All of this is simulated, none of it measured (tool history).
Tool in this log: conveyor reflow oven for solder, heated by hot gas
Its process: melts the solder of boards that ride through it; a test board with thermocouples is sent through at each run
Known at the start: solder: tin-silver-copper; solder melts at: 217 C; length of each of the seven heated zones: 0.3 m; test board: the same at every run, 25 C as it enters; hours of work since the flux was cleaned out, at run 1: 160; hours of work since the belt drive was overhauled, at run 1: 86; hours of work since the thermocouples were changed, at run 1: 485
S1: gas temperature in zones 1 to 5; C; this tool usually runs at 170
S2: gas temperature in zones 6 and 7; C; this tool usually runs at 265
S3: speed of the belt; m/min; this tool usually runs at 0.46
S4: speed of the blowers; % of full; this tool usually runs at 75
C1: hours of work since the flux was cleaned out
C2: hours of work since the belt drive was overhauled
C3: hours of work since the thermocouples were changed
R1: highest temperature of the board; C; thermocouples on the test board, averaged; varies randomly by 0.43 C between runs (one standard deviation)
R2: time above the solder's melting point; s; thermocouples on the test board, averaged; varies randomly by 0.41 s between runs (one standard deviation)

run   hour   S1   S2     S3  S4   C1   C2   C3     R1    R2
  1      0  170  265   0.46  75  160   86  485  245.3  49.9
  2   11.9  162  265   0.46  75  166   92  491  243.3  45.4
  3   18.4  156  265   0.46  75  169   96  494  242.3  42.8
  4   24.6  156  265   0.46  75  172   99  498  242.1  42.4
  5   36.1  156  265   0.46  75  178  105  504  241.7  42.2
  6   43.7  170  265   0.46  56  182  109  507  240.6  44.5
  7   56.4  171  265   0.46  75  188  115  514    245  49.8
  8   67.3  170  265   0.46  75  194  121  519  244.7  49.2
  9   76.5  170  265   0.46  75  199  125  524  244.5  49.4
 10   87.6  170  265   0.46  75  204  131  530  245.6  49.9
 11   99.3  170  265   0.46  75  210  137  536  244.9  49.5
 12  109.7  183  259  0.454  72  216  142  541  242.7  53.9
 13  120.1  157  265  0.495  76  221  148  546  239.5  36.2
 14  131.6  163  271  0.495  76  227  154  552  245.1  43.8
 15  146.5  163  271  0.495  53  235  161  560  239.8    37
 16  160.2  170  265  0.391  75  242  168  567  249.4  66.5
 17  173.4  179  260  0.447  90  248  175  574  245.8  55.9
 18  183.6  168  265  0.461  75  253  180  579  243.4  47.9
 19  198.5  170  263  0.417  71  261  188  587  246.5    57
 20  207.6  159  265   0.46  75  266  192  591  242.4  43.7

Pick out some run-to-run changes in R1. Of each, how much would a tool without hidden state show as well, from the settings, what came in and chance, and how much is left for the hidden state and any gauge scatter not in both results compared?
The hidden state here: heat that the gas passes to the board, % of a clean oven's; belt's true speed, % of the reading; true gas temperature in zones 6 and 7 over the reading, C; drift of the gauge itself on peak_c, C; drift of the gauge itself on liquid_s, %.
Run 12 -> 13: S1 183 -> 157, S2 259 -> 265, S3 0.454 -> 0.495, S4 72 -> 76. R1 -3.2 C: hidden state -0.4, all else -2.8.
Run 13 -> 14: S1 157 -> 163, S2 265 -> 271. R1 +5.6 C: hidden state +0, all else +5.6.
Run 15 -> 16: S1 163 -> 170, S2 271 -> 265, S3 0.495 -> 0.391, S4 53 -> 75. R1 +9.6 C: hidden state +0.3, all else +9.3.
Run 19 -> 20: S1 170 -> 159, S2 263 -> 265, S3 0.417 -> 0.46, S4 71 -> 75. R1 -4.1 C: hidden state -0.4, all else -3.7.

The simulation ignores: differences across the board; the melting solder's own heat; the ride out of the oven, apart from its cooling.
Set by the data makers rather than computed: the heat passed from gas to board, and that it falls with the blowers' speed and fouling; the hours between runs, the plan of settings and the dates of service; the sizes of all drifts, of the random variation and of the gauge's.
